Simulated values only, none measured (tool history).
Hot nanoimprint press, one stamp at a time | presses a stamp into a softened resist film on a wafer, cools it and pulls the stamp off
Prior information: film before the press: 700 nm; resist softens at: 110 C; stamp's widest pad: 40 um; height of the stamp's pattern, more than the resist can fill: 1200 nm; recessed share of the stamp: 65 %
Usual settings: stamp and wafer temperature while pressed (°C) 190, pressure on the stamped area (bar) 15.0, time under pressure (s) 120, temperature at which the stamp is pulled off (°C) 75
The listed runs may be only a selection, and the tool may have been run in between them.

run	hour	stamp and wafer temperature while pressed (°C)	pressure on the stamped area (bar)	time under pressure (s)	temperature at which the stamp is pulled off (°C)	resist left under the stamp's widest pad (angstrom)	greatest force while the stamp is pulled off (N)
1	0.0	190	15.0	120	75	4423	263
2	13.1	190	15.0	120	75	4438	259
3	24.5	190	15.0	120	75	4426	263
4	37.5	190	15.0	120	75	4406	258
5	51.8	190	15.0	120	75	4405	260
6	63.5	190	15.0	120	75	4402	264
7	78.2	190	15.0	120	75	4402	260
8	91.8	190	15.0	120	75	4454	265
9	104.9	190	15.0	120	75	4404	264
10	117.1	190	15.0	120	75	4455	272
# hour 126.9: plate thermocouple calibrated
11	128.3	190	15.0	120	75	4020	261
12	146.2	190	15.0	120	75	4044	264
13	163.2	190	15.0	120	75	4015	267
14	172.5	190	15.0	120	75	4005	267
15	183.0	190	15.0	120	75	4042	266
16	191.8	190	23.9	97	75	3652	271
17	199.5	190	23.9	97	75	3662	266
18	214.1	183	23.9	97	75	4762	267
19	231.0	190	15.0	120	69	4017	281
20	243.6	190	15.0	120	69	4071	282
21	252.5	190	23.5	120	69	3416	290
# hour 265.0: stamp cleaned and given a new release coat
22	266.4	190	23.5	120	69	3423	243
23	283.6	190	16.9	120	77	3941	229
24	291.7	197	17.7	120	74	2888	234

Run 25 is up next; what results do you expect?
25	308.4	196	15.0	219	75	?	?

{"run 25": {"resist left under the stamp's widest pad (angstrom)": 2509, "greatest force while the stamp is pulled off (N)": 231}}
On a tool with no hidden condition, and with the same random variation, this run would have come out at resist left under the stamp's widest pad (angstrom) 2460, greatest force while the stamp is pulled off (N) 228.

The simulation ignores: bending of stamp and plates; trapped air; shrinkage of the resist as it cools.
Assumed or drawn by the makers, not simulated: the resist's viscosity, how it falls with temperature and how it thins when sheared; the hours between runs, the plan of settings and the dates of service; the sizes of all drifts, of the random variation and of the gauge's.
